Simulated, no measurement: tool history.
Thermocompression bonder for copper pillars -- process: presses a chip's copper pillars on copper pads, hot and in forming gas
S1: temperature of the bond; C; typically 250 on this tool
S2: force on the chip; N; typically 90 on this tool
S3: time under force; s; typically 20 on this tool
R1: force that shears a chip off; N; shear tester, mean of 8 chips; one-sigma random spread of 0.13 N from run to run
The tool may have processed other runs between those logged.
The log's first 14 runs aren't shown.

run	day	S1	S2	S3	R1
# day 5.129: heater calibrated with a thermocouple chip
15	5.604	250	90	20	60.8
16	6.146	250	90	20	60.7
17	6.717	250	90	20	60.7
# day 6.942: heater calibrated with a thermocouple chip, once more
18	7.067	241	90	20	52.8
19	7.317	253	82	33	70.6
20	7.658	242	82	33	62.2
21	7.896	250	58	11	37.7
22	8.296	250	58	11	37.5
23	8.562	263	68	22	62.5
24	9.129	250	55	29	54.1
25	9.467	250	81	17	52.5
26	9.879	250	81	17	52.7
27	10.304	230	108	46	67.5
28	10.792	230	108	42	65.1
29	11.183	230	108	42	65.1
30	11.721	230	108	42	64.8
31	12.179	230	108	42	64.9
32	12.612	274	73	20	69.2
33	13.108	236	79	41	60.2

What if the next run were any one of these 4? Each begins from the tool's condition after run 33:
A	13.379	273	85	41	?
B	13.379	250	90	11	?
C	13.379	236	79	25	?
D	13.379	268	111	22	?

run	R1
A	90.5
B	46
C	49.8
D	79.3
With no hidden state in the tool, these same runs would have given:
run	R1
A	92.8
B	46.7
C	50.6
D	81.1
